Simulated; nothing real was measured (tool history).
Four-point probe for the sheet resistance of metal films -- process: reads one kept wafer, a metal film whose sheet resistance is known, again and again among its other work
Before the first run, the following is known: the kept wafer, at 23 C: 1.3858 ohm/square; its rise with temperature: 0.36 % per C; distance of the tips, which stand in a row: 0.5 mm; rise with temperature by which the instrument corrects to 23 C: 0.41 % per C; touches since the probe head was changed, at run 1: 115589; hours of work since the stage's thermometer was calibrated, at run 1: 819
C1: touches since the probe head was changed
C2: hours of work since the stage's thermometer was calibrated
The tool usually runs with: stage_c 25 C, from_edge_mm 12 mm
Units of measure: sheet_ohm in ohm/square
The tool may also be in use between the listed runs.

{"run": 1, "hour": 0.0, "stage_c": 25, "from_edge_mm": 12, "C1": 115589, "C2": 819, "sheet_ohm": 1.38525}
{"run": 2, "hour": 57.4, "stage_c": 25, "from_edge_mm": 12, "C1": 117504, "C2": 845, "sheet_ohm": 1.386089}
{"run": 3, "hour": 137.4, "stage_c": 22, "from_edge_mm": 12, "C1": 120174, "C2": 882, "sheet_ohm": 1.388438}
{"run": 4, "hour": 197.8, "stage_c": 25, "from_edge_mm": 9, "C1": 122191, "C2": 910, "sheet_ohm": 1.386815}
{"run": 5, "hour": 242.5, "stage_c": 25, "from_edge_mm": 16, "C1": 123683, "C2": 930, "sheet_ohm": 1.38523}
{"run": 6, "hour": 310.4, "stage_c": 25, "from_edge_mm": 16, "C1": 125949, "C2": 961, "sheet_ohm": 1.384991}
{"run": 7, "hour": 393.6, "stage_c": 34, "from_edge_mm": 12, "C1": 128727, "C2": 1000, "sheet_ohm": 1.380065}
{"run": 8, "hour": 485.5, "stage_c": 19, "from_edge_mm": 12, "C1": 131794, "C2": 1042, "sheet_ohm": 1.39005}
{"run": 9, "hour": 575.9, "stage_c": 25, "from_edge_mm": 56, "C1": 134808, "C2": 1083, "sheet_ohm": 1.384666}
{"run": 10, "hour": 626.8, "stage_c": 35, "from_edge_mm": 56, "C1": 136507, "C2": 1107, "sheet_ohm": 1.378157}
{"run": 11, "hour": 703.0, "stage_c": 35, "from_edge_mm": 56, "C1": 139053, "C2": 1142, "sheet_ohm": 1.378447}
{"run": 12, "hour": 780.2, "stage_c": 24, "from_edge_mm": 5, "C1": 141627, "C2": 1177, "sheet_ohm": 1.393089}
{"run": 13, "hour": 879.0, "stage_c": 24, "from_edge_mm": 68, "C1": 144927, "C2": 1223, "sheet_ohm": 1.385122}
{"run": 14, "hour": 964.7, "stage_c": 24, "from_edge_mm": 68, "C1": 147786, "C2": 1262, "sheet_ohm": 1.385527}
{"run": 15, "hour": 1036.3, "stage_c": 24, "from_edge_mm": 68, "C1": 150175, "C2": 1295, "sheet_ohm": 1.385575}
{"run": 16, "hour": 1130.0, "stage_c": 27, "from_edge_mm": 50, "C1": 153303, "C2": 1338, "sheet_ohm": 1.383011}
{"run": 17, "hour": 1220.1, "stage_c": 32, "from_edge_mm": 8, "C1": 156311, "C2": 1379, "sheet_ohm": 1.382874}
{"run": 18, "hour": 1325.6, "stage_c": 29, "from_edge_mm": 44, "C1": 159830, "C2": 1428, "sheet_ohm": 1.381736}
{"run": 19, "hour": 1423.5, "stage_c": 29, "from_edge_mm": 44, "C1": 163098, "C2": 1473, "sheet_ohm": 1.382127}
{"hour": 1469.5, "done": "new probe head fitted"}
{"run": 20, "hour": 1469.5, "stage_c": 29, "from_edge_mm": 44, "C1": 0, "C2": 1493, "sheet_ohm": 1.38204}

Predict each of these 4 candidate next runs independently; none follows another, all start after run 20:
{"hour": 1484.4, "done": "stage's thermometer calibrated"}
{"run": "A", "hour": 1540.2, "stage_c": 33, "from_edge_mm": 12, "C1": 2342, "C2": 26, "sheet_ohm": "?"}
{"hour": 1484.4, "done": "stage's thermometer calibrated"}
{"run": "B", "hour": 1540.2, "stage_c": 29, "from_edge_mm": 6, "C1": 2342, "C2": 26, "sheet_ohm": "?"}
{"hour": 1484.4, "done": "stage's thermometer calibrated"}
{"run": "C", "hour": 1540.2, "stage_c": 26, "from_edge_mm": 44, "C1": 2342, "C2": 26, "sheet_ohm": "?"}
{"hour": 1484.4, "done": "stage's thermometer calibrated"}
{"run": "D", "hour": 1540.2, "stage_c": 27, "from_edge_mm": 44, "C1": 2342, "C2": 26, "sheet_ohm": "?"}

run=A sheet_ohm=1.380425
run=B sheet_ohm=1.387202
run=C sheet_ohm=1.383702
run=D sheet_ohm=1.383349
What these runs would have given with no unlogged condition in the tool:
run=A sheet_ohm=1.380200
run=B sheet_ohm=1.386975
run=C sheet_ohm=1.383476
run=D sheet_ohm=1.383123

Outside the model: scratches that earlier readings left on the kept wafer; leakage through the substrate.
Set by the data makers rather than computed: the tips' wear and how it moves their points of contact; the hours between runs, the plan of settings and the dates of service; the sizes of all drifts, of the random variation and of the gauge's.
